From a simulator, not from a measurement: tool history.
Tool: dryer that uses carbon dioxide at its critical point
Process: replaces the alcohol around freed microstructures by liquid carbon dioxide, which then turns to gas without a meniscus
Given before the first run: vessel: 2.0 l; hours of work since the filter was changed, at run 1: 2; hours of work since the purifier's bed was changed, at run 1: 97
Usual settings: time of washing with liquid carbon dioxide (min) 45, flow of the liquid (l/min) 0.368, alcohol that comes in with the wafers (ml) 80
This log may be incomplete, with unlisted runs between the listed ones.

run   hour  time of washing with liquid carbon dioxide (min)  flow of the liquid (l/min)  alcohol that comes in with the wafers (ml)  hours of work since the filter was changed  hours of work since the purifier's bed was changed  alcohol left in the vessel before it's heated (ppm by volume)
  1      0                                                45                       0.368                                          80                                           2                                                  97                                                             88
  2     16                                                45                       0.368                                          24                                          14                                                 110                                                             41
  3   27.1                                                45                       0.368                                          80                                          23                                                 119                                                             96
  4   35.7                                                47                       0.368                                          80                                          30                                                 125                                                             79
  5   44.7                                                45                       0.368                                          51                                          37                                                 133                                                             79
  6   59.6                                                45                       0.368                                          51                                          49                                                 144                                                             86
  7   68.2                                                45                       0.368                                          80                                          56                                                 151                                                            100
  8   75.3                                                63                       0.304                                          36                                          62                                                 157                                                             50
  9   88.4                                                45                       0.267                                          73                                          72                                                 167                                                            429
 10   99.8                                                45                       0.267                                          73                                          81                                                 176                                                            431
 11  110.1                                                71                        0.32                                          80                                          89                                                 184                                                             49
 12  125.7                                                31                       0.299                                          44                                         102                                                 197                                                            709

Run 13 has not been measured yet. What should we expect?
 13  133.7                                                31                       0.299                                          44                                         108                                                 203                                                              ?

{"run 13": {"alcohol left in the vessel before it's heated (ppm by volume)": 704}}
Without the tool's hidden state the same run would have given alcohol left in the vessel before it's heated (ppm by volume) 617.

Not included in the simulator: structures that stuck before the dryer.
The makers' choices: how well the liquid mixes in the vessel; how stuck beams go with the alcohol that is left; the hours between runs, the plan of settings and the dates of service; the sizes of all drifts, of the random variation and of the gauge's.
